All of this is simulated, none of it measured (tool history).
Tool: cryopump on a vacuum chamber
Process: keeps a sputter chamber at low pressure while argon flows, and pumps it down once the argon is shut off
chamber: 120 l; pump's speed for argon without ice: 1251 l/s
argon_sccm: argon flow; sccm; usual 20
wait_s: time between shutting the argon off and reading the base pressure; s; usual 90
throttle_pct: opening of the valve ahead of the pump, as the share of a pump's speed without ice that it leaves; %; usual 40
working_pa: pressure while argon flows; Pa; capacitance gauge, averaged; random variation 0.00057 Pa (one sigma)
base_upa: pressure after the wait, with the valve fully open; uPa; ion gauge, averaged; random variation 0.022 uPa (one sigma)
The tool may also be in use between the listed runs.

Run 1, day 0: usual settings. Result: working_pa 0.0719 Pa, base_upa 1.76 uPa.
Run 2, day 1.25: usual settings. Result: working_pa 0.0716 Pa, base_upa 1.8 uPa.
Run 3, day 3.233: usual settings. Result: working_pa 0.072 Pa, base_upa 1.74 uPa.
Run 4, day 5.092: usual settings. Result: working_pa 0.0723 Pa, base_upa 1.8 uPa.
Run 5, day 6.767: usual settings. Result: working_pa 0.0719 Pa, base_upa 1.83 uPa.
Run 6, day 9.1: usual settings. Result: working_pa 0.073 Pa, base_upa 1.85 uPa.
Run 7, day 11.217: usual settings. Result: working_pa 0.0682 Pa, base_upa 1.71 uPa.
Run 8, day 13.704: usual settings. Result: working_pa 0.0687 Pa, base_upa 1.78 uPa.
Run 9, day 15.858: usual settings. Result: working_pa 0.0689 Pa, base_upa 1.78 uPa.
Run 10, day 17.992: usual settings but throttle_pct 26 %. Result: working_pa 0.1055 Pa, base_upa 1.82 uPa.
Run 11, day 20.096: usual settings but throttle_pct 26 %. Result: working_pa 0.1053 Pa, base_upa 1.88 uPa.
Run 12, day 21.258: usual settings but throttle_pct 26 %. Result: working_pa 0.1048 Pa, base_upa 1.9 uPa.
Run 13, day 22.654: usual settings but throttle_pct 26 %. Result: working_pa 0.1063 Pa, base_upa 1.94 uPa.
Run 14, day 24.925: usual settings. Result: working_pa 0.0708 Pa, base_upa 1.94 uPa.
Run 15, day 27.217: usual settings but wait_s 25 s. Result: working_pa 0.0693 Pa, base_upa 2.97 uPa.
Run 16, day 28.858: usual settings but throttle_pct 17 %. Result: working_pa 0.1625 Pa, base_upa 1.94 uPa.
Run 17, day 30.138: usual settings but throttle_pct 30 %. Result: working_pa 0.0936 Pa, base_upa 2.01 uPa.
Run 18, day 31.246: usual settings but throttle_pct 39 %. Result: working_pa 0.071 Pa, base_upa 2.05 uPa.
Run 19, day 33.492: usual settings but throttle_pct 44 %. Result: working_pa 0.0643 Pa, base_upa 2.06 uPa.
Run 20, day 34.658: usual settings but argon_sccm 8 sccm, wait_s 24 s. Result: working_pa 0.0282 Pa, base_upa 3.14 uPa.
Run 21, day 37.117: usual settings but argon_sccm 8 sccm, wait_s 24 s. Result: working_pa 0.0286 Pa, base_upa 3.22 uPa.
Run 22, day 38.879: usual settings but argon_sccm 32 sccm, wait_s 67 s, throttle_pct 25 %. Result: working_pa 0.1788 Pa, base_upa 2.24 uPa.
Run 23, day 40.45: usual settings but argon_sccm 32 sccm, wait_s 281 s, throttle_pct 50 %. Result: working_pa 0.0944 Pa, base_upa 1.89 uPa.
Run 24, day 42.838: usual settings but argon_sccm 16 sccm, wait_s 281 s, throttle_pct 57 %. Result: working_pa 0.0411 Pa, base_upa 1.96 uPa.
Run 25, day 43.888: usual settings but argon_sccm 14 sccm, wait_s 218 s. Result: working_pa 0.0516 Pa, base_upa 1.99 uPa.
Run 26, day 45.892: usual settings but argon_sccm 32 sccm, wait_s 31 s, throttle_pct 26 %. Result: working_pa 0.1674 Pa, base_upa 2.77 uPa.
Run 27, day 47.146: usual settings but argon_sccm 27 sccm, wait_s 36 s, throttle_pct 53 %. Result: working_pa 0.0707 Pa, base_upa 2.83 uPa.
Run 28, day 48.438: usual settings but argon_sccm 17 sccm, throttle_pct 45 %. Result: working_pa 0.0516 Pa, base_upa 2.11 uPa.
Run 29, day 50.029: usual settings but argon_sccm 17 sccm, throttle_pct 45 %. Result: working_pa 0.051 Pa, base_upa 2.07 uPa.
Run 30, day 51.496: usual settings but argon_sccm 8 sccm, throttle_pct 48 %. Result: working_pa 0.0227 Pa, base_upa 2.16 uPa.
Run 31, day 52.592: usual settings but argon_sccm 8 sccm, wait_s 40 s, throttle_pct 52 %. Result: working_pa 0.0208 Pa, base_upa 2.68 uPa.
Run 32, day 54.112: usual settings but argon_sccm 12 sccm, throttle_pct 55 %. Result: working_pa 0.0308 Pa, base_upa 2.16 uPa.
Run 33, day 56.604: usual settings but argon_sccm 23 sccm, wait_s 95 s, throttle_pct 55 %. Result: working_pa 0.0594 Pa, base_upa 2.21 uPa.

Taken out of this log: 2 entries between the listed runs. Where each belongs, and how the hidden state differs across it:
Between runs 6 and 7: pump warmed up, emptied and cooled again (day 9.888)
  pump's speed, % of a pump's without ice: 85.3 -> 99.4; cold plate's temperature, K: 12.84 -> 12.86; leak into the chamber, uPa l/s: 1561 -> 1584
  measured less the result without the state, working_pa: +0.0052 -> +0.0006 Pa; base_upa: +1.22 -> +1.07 uPa
Between runs 25 and 26: pump warmed up, emptied and cooled again (day 44.996)
  pump's speed, % of a pump's without ice: 87 -> 99.4; cold plate's temperature, K: 13.15 -> 13.17; leak into the chamber, uPa l/s: 1952 -> 1970
  measured less the result without the state, working_pa: +0.0033 -> +0.0013 Pa; base_upa: +1.57 -> +1.36 uPa

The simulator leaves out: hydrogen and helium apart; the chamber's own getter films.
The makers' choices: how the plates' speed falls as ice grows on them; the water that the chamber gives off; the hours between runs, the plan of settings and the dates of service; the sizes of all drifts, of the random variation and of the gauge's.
